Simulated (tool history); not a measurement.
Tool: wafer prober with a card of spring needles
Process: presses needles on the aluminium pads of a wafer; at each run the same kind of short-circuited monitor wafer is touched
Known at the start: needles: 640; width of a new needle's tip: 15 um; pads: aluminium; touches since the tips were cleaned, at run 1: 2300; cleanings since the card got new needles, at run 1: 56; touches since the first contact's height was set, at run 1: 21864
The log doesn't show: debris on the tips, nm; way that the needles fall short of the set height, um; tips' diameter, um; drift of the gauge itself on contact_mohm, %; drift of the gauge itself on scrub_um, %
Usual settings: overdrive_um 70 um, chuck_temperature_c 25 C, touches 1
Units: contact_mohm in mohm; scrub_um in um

run,day,overdrive_um,chuck_temperature_c,touches,touches since the tips were cleaned,cleanings since the card got new needles,touches since the first contact's height was set,contact_mohm,scrub_um
1,0,70,25,1,2300,56,21864,166,15.83
# day 0.483: tips cleaned on abrasive film
2,1.204,70,25,1,4441,57,29268,163,15.81
# day 1.383: tips cleaned on abrasive film
# day 2.246: tips cleaned on abrasive film
3,2.412,70,25,1,1033,59,36660,162,15.75
# day 3.112: tips cleaned on abrasive film
4,3.488,70,25,1,2321,60,43248,162,15.77
# day 4.012: tips cleaned on abrasive film
# day 4.875: tips cleaned on abrasive film
5,4.967,70,25,1,568,62,52307,163,15.76
# day 5.758: tips cleaned on abrasive film
6,6.062,70,25,1,1869,63,59043,161,15.76
# day 6.733: tips cleaned on abrasive film
# day 7.612: tips cleaned on abrasive film
7,7.958,70,25,1,2126,65,70672,163,15.73
# day 8.479: tips cleaned on abrasive film
# day 9.367: tips cleaned on abrasive film
8,9.408,55,25,1,270,67,79561,162,12.32
# day 10.288: tips cleaned on abrasive film
9,10.862,55,25,1,3520,68,88474,163,12.35
# day 11.221: tips cleaned on abrasive film
# day 12.129: tips cleaned on abrasive film
10,12.129,55,25,1,0,70,96246,166,12.32
# day 12.925: height of the first contact set anew
# day 13.104: tips cleaned on abrasive film
11,13.754,56,25,1,4012,71,5095,163,12.54
# day 14.046: tips cleaned on abrasive film
# day 14.954: tips cleaned on abrasive film
12,15.242,56,25,1,1774,73,14216,163,12.55
# day 15.871: tips cleaned on abrasive film
# day 16.804: tips cleaned on abrasive film
13,17.288,56,25,1,2984,75,26757,165,12.51
# day 17.696: tips cleaned on abrasive film
# day 18.579: tips cleaned on abrasive film
14,19.333,70,25,1,4646,77,39314,161,15.63
# day 19.467: tips cleaned on abrasive film
15,20.175,70,25,1,4347,78,44465,162,15.59
# day 20.479: tips cleaned on abrasive film
# day 21.438: tips cleaned on abrasive film
16,21.471,70,25,1,190,80,52393,162,15.62
# day 22.342: tips cleaned on abrasive film
# day 23.358: tips cleaned on abrasive film
17,23.396,70,25,1,219,82,64204,164,15.57
# day 24.217: tips cleaned on abrasive film
18,24.217,52,52,2,0,83,69242,169,11.56
# day 25.088: tips cleaned on abrasive film
19,25.621,70,70,3,3276,84,77869,174,15.58
# day 25.975: tips cleaned on abrasive film
20,26.517,70,70,3,3333,85,83366,172,15.55
# day 26.854: tips cleaned on abrasive film
# day 27.812: tips cleaned on abrasive film
21,28.379,70,70,3,3507,87,94800,173,15.54
# day 28.683: tips cleaned on abrasive film
# day 29.392: height of the first contact set anew
22,29.392,70,70,3,4270,88,0,172,15.53
# day 29.575: tips cleaned on abrasive film
# day 30.512: tips cleaned on abrasive film
23,30.65,70,70,3,854,90,7719,173,15.49
# day 31.421: tips cleaned on abrasive film
24,32.142,60,65,1,4424,91,16868,170,13.27
# day 32.288: tips cleaned on abrasive film
25,33.133,76,62,1,5204,92,22947,168,16.81
# day 33.308: tips cleaned on abrasive film
# day 34.196: tips cleaned on abrasive film
26,34.196,69,26,3,0,94,29452,161,15.25
# day 35.179: tips cleaned on abrasive film
# day 36.075: tips cleaned on abrasive film
27,36.175,69,26,3,620,96,41608,163,15.25
# day 36.738: gauge calibrated
# day 36.983: tips cleaned on abrasive film
28,37.129,66,25,2,886,97,47446,163,14.91
# day 37.971: tips cleaned on abrasive film
# day 38.883: tips cleaned on abrasive film
29,39.088,66,99,1,1252,99,59467,180,14.91
# day 39.779: tips cleaned on abrasive film
30,39.996,66,99,1,1329,100,65032,174,14.87
# day 40.688: tips cleaned on abrasive film
31,41.471,66,99,1,4821,101,74098,174,14.87

Forecast each of these 3 alternatives for the next run:
# day 41.654: tips cleaned on abrasive film
# day 42.583: tips cleaned on abrasive film
A,43.317,60,122,3,4512,103,85417,?,?
# day 41.654: tips cleaned on abrasive film
# day 42.583: tips cleaned on abrasive film
B,43.317,70,75,1,4512,103,85417,?,?
# day 41.654: tips cleaned on abrasive film
# day 42.583: tips cleaned on abrasive film
C,43.317,70,25,2,4512,103,85417,?,?

run,contact_mohm,scrub_um
A,183,13.47
B,170,15.76
C,161,15.75
Without the tool's hidden state the same runs would have given:
run,contact_mohm,scrub_um
A,182,13.53
B,170,15.83
C,161,15.82
